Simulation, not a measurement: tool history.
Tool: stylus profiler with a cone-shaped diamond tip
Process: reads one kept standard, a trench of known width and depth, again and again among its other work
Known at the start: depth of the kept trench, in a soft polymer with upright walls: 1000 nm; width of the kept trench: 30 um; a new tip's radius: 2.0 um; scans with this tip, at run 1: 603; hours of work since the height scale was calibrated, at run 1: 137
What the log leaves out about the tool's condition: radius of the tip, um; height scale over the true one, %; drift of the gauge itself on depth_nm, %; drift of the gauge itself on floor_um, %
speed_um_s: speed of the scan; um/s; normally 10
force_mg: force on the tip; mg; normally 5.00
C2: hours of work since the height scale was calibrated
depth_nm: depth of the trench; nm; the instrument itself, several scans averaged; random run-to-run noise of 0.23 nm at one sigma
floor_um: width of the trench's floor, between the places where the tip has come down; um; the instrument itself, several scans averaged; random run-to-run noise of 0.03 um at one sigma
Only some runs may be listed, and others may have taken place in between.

{"run": 1, "hour": 0.0, "speed_um_s": 10, "force_mg": 5.0, "scans with this tip": 603, "C2": 137, "depth_nm": 1017.14, "floor_um": 26.26}
{"run": 2, "hour": 41.2, "speed_um_s": 10, "force_mg": 5.0, "scans with this tip": 726, "C2": 165, "depth_nm": 1017.31, "floor_um": 26.3}
{"run": 3, "hour": 90.6, "speed_um_s": 10, "force_mg": 5.0, "scans with this tip": 873, "C2": 199, "depth_nm": 1017.3, "floor_um": 26.19}
{"run": 4, "hour": 122.9, "speed_um_s": 10, "force_mg": 5.0, "scans with this tip": 969, "C2": 221, "depth_nm": 1017.62, "floor_um": 26.16}
{"run": 5, "hour": 178.4, "speed_um_s": 10, "force_mg": 5.0, "scans with this tip": 1135, "C2": 258, "depth_nm": 1017.59, "floor_um": 26.1}
{"run": 6, "hour": 228.7, "speed_um_s": 10, "force_mg": 5.0, "scans with this tip": 1285, "C2": 293, "depth_nm": 1017.36, "floor_um": 26.0}
{"run": 7, "hour": 283.8, "speed_um_s": 10, "force_mg": 5.0, "scans with this tip": 1450, "C2": 330, "depth_nm": 1018.04, "floor_um": 25.99}
{"run": 8, "hour": 338.0, "speed_um_s": 10, "force_mg": 5.0, "scans with this tip": 1612, "C2": 367, "depth_nm": 1017.96, "floor_um": 25.98}
{"run": 9, "hour": 378.5, "speed_um_s": 10, "force_mg": 5.0, "scans with this tip": 1732, "C2": 394, "depth_nm": 1017.88, "floor_um": 25.92}
{"run": 10, "hour": 402.8, "speed_um_s": 10, "force_mg": 5.0, "scans with this tip": 1805, "C2": 411, "depth_nm": 1018.07, "floor_um": 25.85}
{"run": 11, "hour": 438.5, "speed_um_s": 10, "force_mg": 4.38, "scans with this tip": 1911, "C2": 435, "depth_nm": 1016.46, "floor_um": 25.83}
{"run": 12, "hour": 466.1, "speed_um_s": 10, "force_mg": 5.0, "scans with this tip": 1994, "C2": 454, "depth_nm": 1018.54, "floor_um": 25.83}
{"run": 13, "hour": 505.1, "speed_um_s": 10, "force_mg": 5.0, "scans with this tip": 2110, "C2": 480, "depth_nm": 1018.1, "floor_um": 25.76}
{"hour": 508.1, "done": "height scale calibrated on a step standard"}
{"run": 14, "hour": 557.0, "speed_um_s": 10, "force_mg": 5.0, "scans with this tip": 2264, "C2": 33, "depth_nm": 1019.02, "floor_um": 25.76}
{"run": 15, "hour": 587.2, "speed_um_s": 10, "force_mg": 5.0, "scans with this tip": 2354, "C2": 54, "depth_nm": 1018.96, "floor_um": 25.72}
{"run": 16, "hour": 617.5, "speed_um_s": 10, "force_mg": 5.0, "scans with this tip": 2444, "C2": 74, "depth_nm": 1019.47, "floor_um": 25.68}
{"run": 17, "hour": 664.5, "speed_um_s": 10, "force_mg": 5.0, "scans with this tip": 2585, "C2": 106, "depth_nm": 1019.0, "floor_um": 25.67}
{"run": 18, "hour": 720.1, "speed_um_s": 10, "force_mg": 5.0, "scans with this tip": 2751, "C2": 144, "depth_nm": 1019.37, "floor_um": 25.62}
{"run": 19, "hour": 773.7, "speed_um_s": 5, "force_mg": 5.0, "scans with this tip": 2911, "C2": 180, "depth_nm": 1019.0, "floor_um": 25.59}
{"run": 20, "hour": 802.7, "speed_um_s": 5, "force_mg": 5.0, "scans with this tip": 2997, "C2": 200, "depth_nm": 1019.59, "floor_um": 25.54}
{"hour": 818.1, "done": "height scale calibrated on a step standard, once more"}
{"run": 21, "hour": 841.6, "speed_um_s": 5, "force_mg": 5.0, "scans with this tip": 3112, "C2": 16, "depth_nm": 1016.52, "floor_um": 25.51}
{"run": 22, "hour": 881.2, "speed_um_s": 5, "force_mg": 1.81, "scans with this tip": 3230, "C2": 43, "depth_nm": 1008.31, "floor_um": 25.43}
{"run": 23, "hour": 923.2, "speed_um_s": 20, "force_mg": 1.81, "scans with this tip": 3355, "C2": 71, "depth_nm": 1008.78, "floor_um": 25.41}
{"run": 24, "hour": 955.4, "speed_um_s": 10, "force_mg": 4.07, "scans with this tip": 3452, "C2": 93, "depth_nm": 1014.87, "floor_um": 25.39}
{"run": 25, "hour": 980.8, "speed_um_s": 5, "force_mg": 1.67, "scans with this tip": 3528, "C2": 111, "depth_nm": 1008.36, "floor_um": 25.43}
{"run": 26, "hour": 1028.9, "speed_um_s": 12, "force_mg": 6.75, "scans with this tip": 3671, "C2": 143, "depth_nm": 1020.62, "floor_um": 25.36}
{"run": 27, "hour": 1082.8, "speed_um_s": 5, "force_mg": 1.68, "scans with this tip": 3832, "C2": 180, "depth_nm": 1008.88, "floor_um": 25.33}
{"run": 28, "hour": 1115.4, "speed_um_s": 6, "force_mg": 4.62, "scans with this tip": 3929, "C2": 202, "depth_nm": 1016.27, "floor_um": 25.29}
{"run": 29, "hour": 1173.4, "speed_um_s": 8, "force_mg": 9.89, "scans with this tip": 4103, "C2": 241, "depth_nm": 1027.26, "floor_um": 25.25}
{"run": 30, "hour": 1220.8, "speed_um_s": 8, "force_mg": 9.89, "scans with this tip": 4244, "C2": 274, "depth_nm": 1027.23, "floor_um": 25.23}
{"run": 31, "hour": 1262.5, "speed_um_s": 4, "force_mg": 3.35, "scans with this tip": 4368, "C2": 302, "depth_nm": 1013.94, "floor_um": 25.22}
{"run": 32, "hour": 1319.5, "speed_um_s": 2, "force_mg": 1.89, "scans with this tip": 4539, "C2": 341, "depth_nm": 1009.92, "floor_um": 25.17}
{"run": 33, "hour": 1378.2, "speed_um_s": 3, "force_mg": 4.5, "scans with this tip": 4714, "C2": 380, "depth_nm": 1016.9, "floor_um": 25.14}
{"run": 34, "hour": 1415.1, "speed_um_s": 8, "force_mg": 6.44, "scans with this tip": 4824, "C2": 406, "depth_nm": 1021.32, "floor_um": 25.08}
{"run": 35, "hour": 1468.7, "speed_um_s": 25, "force_mg": 2.08, "scans with this tip": 4984, "C2": 442, "depth_nm": 1011.4, "floor_um": 24.97}
{"run": 36, "hour": 1503.6, "speed_um_s": 3, "force_mg": 6.87, "scans with this tip": 5088, "C2": 466, "depth_nm": 1022.26, "floor_um": 25.01}
{"run": 37, "hour": 1548.8, "speed_um_s": 20, "force_mg": 8.13, "scans with this tip": 5223, "C2": 496, "depth_nm": 1025.0, "floor_um": 24.91}
{"run": 38, "hour": 1607.9, "speed_um_s": 20, "force_mg": 8.13, "scans with this tip": 5399, "C2": 537, "depth_nm": 1025.14, "floor_um": 24.93}
{"run": 39, "hour": 1644.9, "speed_um_s": 20, "force_mg": 8.13, "scans with this tip": 5510, "C2": 562, "depth_nm": 1025.22, "floor_um": 24.9}

Forecast each of these 3 alternatives for the next run:
{"run": "A", "hour": 1682.6, "speed_um_s": 3, "force_mg": 6.32, "scans with this tip": 5623, "C2": 587, "depth_nm": "?", "floor_um": "?"}
{"run": "B", "hour": 1682.6, "speed_um_s": 5, "force_mg": 5.0, "scans with this tip": 5623, "C2": 587, "depth_nm": "?", "floor_um": "?"}
{"run": "C", "hour": 1682.6, "speed_um_s": 6, "force_mg": 5.0, "scans with this tip": 5623, "C2": 587, "depth_nm": "?", "floor_um": "?"}

run=A depth_nm=1021.91 floor_um=24.93
run=B depth_nm=1019.00 floor_um=24.92
run=C depth_nm=1019.30 floor_um=24.90
Without the tool's unlogged condition, the same runs would have read:
run=A depth_nm=1019.34 floor_um=26.56
run=B depth_nm=1016.45 floor_um=26.55
run=C depth_nm=1016.74 floor_um=26.53

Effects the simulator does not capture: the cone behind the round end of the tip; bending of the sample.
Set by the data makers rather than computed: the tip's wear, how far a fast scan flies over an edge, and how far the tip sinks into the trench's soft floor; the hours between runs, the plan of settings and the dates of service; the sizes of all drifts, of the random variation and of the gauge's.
